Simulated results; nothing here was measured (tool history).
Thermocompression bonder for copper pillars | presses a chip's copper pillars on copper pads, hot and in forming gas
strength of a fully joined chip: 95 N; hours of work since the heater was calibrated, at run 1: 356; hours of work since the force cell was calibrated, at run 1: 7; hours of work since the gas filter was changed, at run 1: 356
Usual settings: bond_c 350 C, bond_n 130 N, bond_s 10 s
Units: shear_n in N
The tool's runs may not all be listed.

run,hour,bond_c,bond_n,bond_s,hours of work since the heater was calibrated,hours of work since the force cell was calibrated,hours of work since the gas filter was changed,shear_n
1,0,350,130,10,356,7,356,59.9
2,18.5,350,130,10,368,19,368,60.1
3,29.9,350,130,10,375,26,375,60.2
4,48.8,350,130,10,387,38,387,60.1
5,58.6,350,100,10,393,45,393,51.2
6,73.3,350,130,10,403,54,403,60.4
7,84.1,350,130,10,409,61,409,60.4
8,92.5,325,130,10,415,66,415,48.7
9,107.9,325,130,10,425,76,425,49
# hour 120.7: forming gas filter changed
10,127.9,350,130,15,437,89,5,67.8
11,136.3,350,130,10,442,94,10,60.9
12,156.6,350,130,10,455,107,23,61.1
13,173.3,350,130,10,466,118,34,61.1
# hour 185.3: gauge calibrated
14,193.4,350,130,27,479,130,46,76.2
15,210.8,320,130,10,490,141,58,46.2
16,225.3,320,130,10,499,151,67,46.2
17,233.6,350,163,10,505,156,72,68.3
18,244.1,350,122,10,511,163,79,57.9
19,255,344,122,10,518,170,86,55.3
20,265.8,344,122,10,525,177,93,55.4
21,285.9,370,130,10,538,189,105,69.4
22,297.3,370,174,10,545,197,113,79
23,314.7,361,112,10,556,208,124,60.4
24,322.9,361,112,10,561,213,129,60.4
25,337.1,366,81,10,571,222,138,51.5
26,353.5,364,125,9,581,233,149,64.2
27,369.8,365,117,22,591,243,159,77.4
28,380.2,365,117,22,598,250,166,77.4
29,397.2,350,130,10,609,260,176,61.6
30,416.4,350,130,10,621,273,189,61.3
31,436.8,350,117,11,634,286,202,59.5
32,454.4,350,117,11,645,297,213,59.7
33,463.2,324,130,11,651,302,219,51.1
34,478.6,324,130,30,661,312,228,69
35,487,324,81,11,666,318,234,36
36,505.5,324,81,21,678,329,246,46
37,516.5,326,130,23,685,336,253,65.5
38,532.2,347,106,12,695,346,263,56.6
39,552.1,361,106,27,708,359,275,77.5
40,570.9,350,130,23,720,371,287,77.3
41,587.6,350,130,23,730,382,298,77.2

Forecast each of these 3 alternatives for the next run:
A,600.8,379,122,26,739,390,306,?
B,600.8,350,130,5,739,390,306,?
C,600.8,339,161,16,739,390,306,?

run,shear_n
A,87.5
B,50.3
C,73.7
Without the tool's hidden state the same runs would have given:
run,shear_n
A,83.5
B,48.1
C,70.4
